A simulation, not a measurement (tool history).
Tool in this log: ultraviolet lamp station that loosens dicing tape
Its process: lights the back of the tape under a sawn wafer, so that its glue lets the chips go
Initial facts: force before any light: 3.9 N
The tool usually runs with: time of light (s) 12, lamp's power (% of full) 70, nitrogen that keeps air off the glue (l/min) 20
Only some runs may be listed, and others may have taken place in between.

run    hour  time of light (s)  lamp's power (% of full)  nitrogen that keeps air off the glue (l/min)  force that peels the tape off (N)  light that reached the tape (mJ/cm2)
  1     0.0                 12                        70                                            20                              0.424                                   226
  2    57.1                 12                        70                                            20                              0.416                                   213
  3   130.2                 12                        70                                             7                              0.894                                   210
  4   184.9                 16                        70                                            20                              0.313                                   264
  5   279.2                 16                        70                                            20                              0.357                                   241
  6   342.7                 16                        70                                            20                              0.365                                   234
  7   409.8                 16                        70                                            20                              0.416                                   220
  8   489.7                 16                        70                                            20                              0.310                                   276
  9   536.2                 16                        70                                            20                              0.309                                   266
 10   578.7                 23                        70                                            20                              0.237                                   371
 11   644.7                 12                        70                                            20                              0.515                                   189
 12   689.6                 12                        70                                            20                              0.546                                   181
 13   780.0                 12                        70                                            20                              0.502                                   196
 14   849.9                 12                        70                                            20                              0.534                                   188
 15   930.8                 12                        70                                            20                              0.568                                   181
 16   969.2                 12                        70                                            20                              0.593                                   181
 17  1008.1                 12                        70                                            20                              0.490                                   195
 18  1080.7                 17                        97                                            18                              0.257                                   365
 19  1158.2                 10                        63                                            27                              0.452                                   181
 20  1210.6                 10                        81                                            27                              0.346                                   227
 21  1300.5                 10                        73                                            28                              0.341                                   224

Taken out of this log: 6 entries between the listed runs. Where each belongs, and how the hidden state differs across it:
From run 4 to run 5: window cleaned of glue's vapour (hour 277.5)
  lamp's light, % of a new lamp's: 82 -> 81; light that the window lets through, % of a clean one's: 90 -> 84.7
  measured result minus the result with no hidden state, force that peels the tape off (N): +0.079 -> +0.110; light that reached the tape (mJ/cm2): -94 -> -113
From run 7 to run 8: window cleaned of glue's vapour, once more (hour 418.9)
  lamp's light, % of a new lamp's: 79.7 -> 78.8; light that the window lets through, % of a clean one's: 78.5 -> 96.4
  measured result minus the result with no hidden state, force that peels the tape off (N): +0.165 -> +0.068; light that reached the tape (mJ/cm2): -134 -> -87
From run 12 to run 13: window cleaned of glue's vapour (hour 700.2)
  lamp's light, % of a new lamp's: 76.7 -> 75.8; light that the window lets through, % of a clean one's: 87.5 -> 96.4
  measured result minus the result with no hidden state, force that peels the tape off (N): +0.234 -> +0.176; light that reached the tape (mJ/cm2): -89 -> -72
From run 16 to run 17: window cleaned of glue's vapour (hour 978.2)
  lamp's light, % of a new lamp's: 73.9 -> 73.5; light that the window lets through, % of a clean one's: 87.7 -> 98
  measured result minus the result with no hidden state, force that peels the tape off (N): +0.269 -> +0.180; light that reached the tape (mJ/cm2): -95 -> -76
From run 18 to run 19: lamp changed (hour 1127.3)
  lamp's light, % of a new lamp's: 72.7 -> 98.4; light that the window lets through, % of a clean one's: 94.7 -> 90.9
  measured result minus the result with no hidden state, force that peels the tape off (N): +0.033 -> +0.066; light that reached the tape (mJ/cm2): -165 -> -21
From run 20 to run 21: window cleaned of glue's vapour (hour 1259.9)
  lamp's light, % of a new lamp's: 97.8 -> 96.9; light that the window lets through, % of a clean one's: 88.6 -> 97.9
  measured result minus the result with no hidden state, force that peels the tape off (N): +0.052 -> +0.021; light that reached the tape (mJ/cm2): -34 -> -12
